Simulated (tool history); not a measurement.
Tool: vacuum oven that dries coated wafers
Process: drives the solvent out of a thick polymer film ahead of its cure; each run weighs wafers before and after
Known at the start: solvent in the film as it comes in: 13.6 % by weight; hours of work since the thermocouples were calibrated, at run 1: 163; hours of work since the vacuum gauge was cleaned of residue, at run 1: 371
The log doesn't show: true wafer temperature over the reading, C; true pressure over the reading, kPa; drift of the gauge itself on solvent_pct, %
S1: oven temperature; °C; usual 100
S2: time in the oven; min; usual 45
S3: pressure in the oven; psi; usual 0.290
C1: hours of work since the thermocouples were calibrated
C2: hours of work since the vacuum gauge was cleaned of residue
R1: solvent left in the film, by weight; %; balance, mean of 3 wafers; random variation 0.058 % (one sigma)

run,hour,S1,S2,S3,C1,C2,R1
1,0.0,100,45,0.290,163,371,2.97
2,6.8,100,45,0.290,166,375,2.94
3,16.3,100,45,0.155,171,380,2.56
4,24.0,100,45,0.155,175,384,2.50
5,34.9,100,45,0.290,181,390,2.95
6,44.3,100,48,0.290,186,395,2.73
7,53.1,94,45,0.290,191,400,4.07
8,59.3,112,45,0.290,194,403,1.22
9,69.9,112,52,0.290,200,409,1.03
10,80.6,112,52,0.290,206,415,1.07
11,92.3,112,52,0.290,212,421,1.00
12,105.3,112,52,0.290,219,428,1.00
13,116.0,100,45,0.290,225,434,2.90
14,123.0,100,45,0.290,229,438,2.99
15,129.1,100,45,0.290,232,441,2.94
16,140.8,100,45,0.290,238,447,2.95
17,148.0,100,45,0.290,242,451,2.94
18,153.6,100,45,0.290,245,454,2.86
19,162.3,100,45,0.290,250,459,2.87
20,167.5,100,45,0.290,253,462,2.91
21,174.7,100,45,0.290,257,465,2.91
22,182.2,100,45,0.290,261,470,2.93
23,190.1,100,45,0.290,265,474,2.93
24,202.7,100,45,0.589,272,481,3.80
25,215.3,106,34,0.373,279,487,2.92
26,223.6,107,45,0.901,283,492,3.26
27,235.7,90,63,0.406,290,498,4.25
28,245.7,112,51,0.489,295,504,1.43
29,256.1,100,45,0.290,300,509,2.96
30,266.6,91,45,0.906,306,515,6.95
31,275.1,105,62,0.484,311,520,1.90
32,281.5,87,45,0.461,314,523,6.39
33,289.4,87,45,0.461,318,527,6.37
34,299.2,100,45,0.184,324,533,2.56
35,306.7,96,29,1.155,328,537,7.71
36,316.9,96,29,1.155,333,542,7.46
37,323.3,108,29,0.690,337,546,3.78
38,332.8,108,29,0.690,342,551,3.82
39,344.6,108,29,0.690,348,557,3.70
40,351.9,100,45,0.569,352,561,3.67
41,360.1,100,45,0.569,357,565,3.75
42,370.6,103,50,0.824,362,571,3.62
43,382.0,103,31,0.525,368,577,4.06
44,391.4,95,45,0.290,373,582,3.90
45,398.0,104,45,0.883,377,586,3.77
46,410.2,104,45,0.883,383,592,3.70
47,417.5,98,66,0.290,387,596,2.29
48,427.5,100,45,0.228,393,602,2.70

Run by run, hidden condition taken away, random variation retained:
run,R1
1,3.03
2,3.00
3,2.62
4,2.56
5,3.02
6,2.79
7,4.15
8,1.24
9,1.04
10,1.07
11,1.00
12,1.01
13,2.97
14,3.06
15,3.02
16,3.02
17,3.02
18,2.94
19,2.95
20,3.00
21,2.99
22,3.02
23,3.02
24,3.90
25,3.02
26,3.34
27,4.35
28,1.45
29,3.05
30,7.09
31,1.94
32,6.51
33,6.49
34,2.65
35,7.88
36,7.62
37,3.91
38,3.96
39,3.83
40,3.79
41,3.88
42,3.73
43,4.21
44,4.03
45,3.90
46,3.83
47,2.35
48,2.81
